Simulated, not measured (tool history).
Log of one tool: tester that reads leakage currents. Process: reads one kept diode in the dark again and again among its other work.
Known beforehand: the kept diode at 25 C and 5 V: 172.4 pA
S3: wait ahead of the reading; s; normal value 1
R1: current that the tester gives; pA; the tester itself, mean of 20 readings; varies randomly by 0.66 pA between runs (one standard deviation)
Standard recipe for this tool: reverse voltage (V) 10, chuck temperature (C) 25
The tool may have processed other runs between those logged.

run 1 hour=0 | reverse_voltage_(V)=10 chuck_temperature_(C)=25 S3=1 | R1=218.85
run 2 hour=59.4 | reverse_voltage_(V)=9.2 chuck_temperature_(C)=25 S3=1 | R1=212.94
run 3 hour=149.9 | reverse_voltage_(V)=10 chuck_temperature_(C)=47 S3=1 | R1=1043.06
run 4 hour=230.6 | reverse_voltage_(V)=10 chuck_temperature_(C)=25 S3=1 | R1=218.58
run 5 hour=321 | reverse_voltage_(V)=10 chuck_temperature_(C)=25 S3=1 | R1=219.57
run 6 hour=374.7 | reverse_voltage_(V)=10 chuck_temperature_(C)=25 S3=1 | R1=218.19
run 7 hour=448 | reverse_voltage_(V)=3.1 chuck_temperature_(C)=25 S3=1 | R1=148.07
run 8 hour=525.1 | reverse_voltage_(V)=1.3 chuck_temperature_(C)=25 S3=1 | R1=111.41
run 9 hour=596 | reverse_voltage_(V)=1.3 chuck_temperature_(C)=25 S3=1 | R1=111.41
-- hour=669 chuck's temperature calibrated
run 10 hour=681.5 | reverse_voltage_(V)=1.3 chuck_temperature_(C)=25 S3=1 | R1=111.5
run 11 hour=742.7 | reverse_voltage_(V)=1.3 chuck_temperature_(C)=25 S3=1 | R1=111.28
run 12 hour=794 | reverse_voltage_(V)=10 chuck_temperature_(C)=25 S3=1 | R1=220.46
run 13 hour=891.1 | reverse_voltage_(V)=10 chuck_temperature_(C)=25 S3=1 | R1=218.54
run 14 hour=961.2 | reverse_voltage_(V)=1.6 chuck_temperature_(C)=25 S3=1 | R1=118.78
run 15 hour=1008 | reverse_voltage_(V)=10 chuck_temperature_(C)=25 S3=1 | R1=218.89
run 16 hour=1063.8 | reverse_voltage_(V)=10 chuck_temperature_(C)=25 S3=1 | R1=218.47
run 17 hour=1111.2 | reverse_voltage_(V)=10 chuck_temperature_(C)=25 S3=1 | R1=219.04
run 18 hour=1167.7 | reverse_voltage_(V)=10 chuck_temperature_(C)=25 S3=8.09 | R1=216.35
run 19 hour=1262.6 | reverse_voltage_(V)=10 chuck_temperature_(C)=25 S3=8.09 | R1=217.19
run 20 hour=1361.7 | reverse_voltage_(V)=10 chuck_temperature_(C)=25 S3=8.09 | R1=216.35
run 21 hour=1446.2 | reverse_voltage_(V)=10 chuck_temperature_(C)=25 S3=8.09 | R1=216.29
run 22 hour=1497.4 | reverse_voltage_(V)=8 chuck_temperature_(C)=36 S3=8.09 | R1=452.65
run 23 hour=1576.7 | reverse_voltage_(V)=8 chuck_temperature_(C)=36 S3=8.09 | R1=453.97
run 24 hour=1678.1 | reverse_voltage_(V)=8 chuck_temperature_(C)=36 S3=8.09 | R1=453.66
run 25 hour=1761.8 | reverse_voltage_(V)=8 chuck_temperature_(C)=36 S3=8.09 | R1=452.54
run 26 hour=1819.1 | reverse_voltage_(V)=14.7 chuck_temperature_(C)=36 S3=1.18 | R1=555.96
-- hour=1835.1 probe card cleaned and baked
run 27 hour=1870.8 | reverse_voltage_(V)=15.4 chuck_temperature_(C)=25 S3=3.29 | R1=250.49
run 28 hour=1959.5 | reverse_voltage_(V)=10 chuck_temperature_(C)=25 S3=2.37 | R1=216.43
run 29 hour=2031.5 | reverse_voltage_(V)=3.1 chuck_temperature_(C)=45 S3=0.64 | R1=622.21
run 30 hour=2090.7 | reverse_voltage_(V)=4.8 chuck_temperature_(C)=26 S3=2.31 | R1=184.34
run 31 hour=2138.3 | reverse_voltage_(V)=10.3 chuck_temperature_(C)=25 S3=9.46 | R1=218.47
run 32 hour=2199.1 | reverse_voltage_(V)=3.6 chuck_temperature_(C)=25 S3=1 | R1=155.55
run 33 hour=2259.5 | reverse_voltage_(V)=2.9 chuck_temperature_(C)=25 S3=0.59 | R1=146.21
run 34 hour=2359.9 | reverse_voltage_(V)=5 chuck_temperature_(C)=25 S3=1 | R1=174.08
run 35 hour=2404.7 | reverse_voltage_(V)=14.8 chuck_temperature_(C)=31 S3=1.02 | R1=392.25
run 36 hour=2478 | reverse_voltage_(V)=2.5 chuck_temperature_(C)=34 S3=1.02 | R1=269.14

Forecast each of these 5 alternatives for the next run:
run A hour=2565.7 | reverse_voltage_(V)=7.1 chuck_temperature_(C)=50 S3=1.84 | R1=?
run B hour=2565.7 | reverse_voltage_(V)=4.2 chuck_temperature_(C)=34 S3=1.02 | R1=?
run C hour=2565.7 | reverse_voltage_(V)=4.1 chuck_temperature_(C)=25 S3=1 | R1=?
run D hour=2565.7 | reverse_voltage_(V)=1.7 chuck_temperature_(C)=25 S3=2.14 | R1=?
run E hour=2565.7 | reverse_voltage_(V)=1.2 chuck_temperature_(C)=25 S3=0.9 | R1=?

run=A R1=1131.65
run=B R1=319
run=C R1=163.17
run=D R1=121.56
run=E R1=108.21
Had the tool no hidden state, the same runs would have come out as:
run=A R1=1130.98
run=B R1=318.79
run=C R1=163.05
run=D R1=121.47
run=E R1=108.13

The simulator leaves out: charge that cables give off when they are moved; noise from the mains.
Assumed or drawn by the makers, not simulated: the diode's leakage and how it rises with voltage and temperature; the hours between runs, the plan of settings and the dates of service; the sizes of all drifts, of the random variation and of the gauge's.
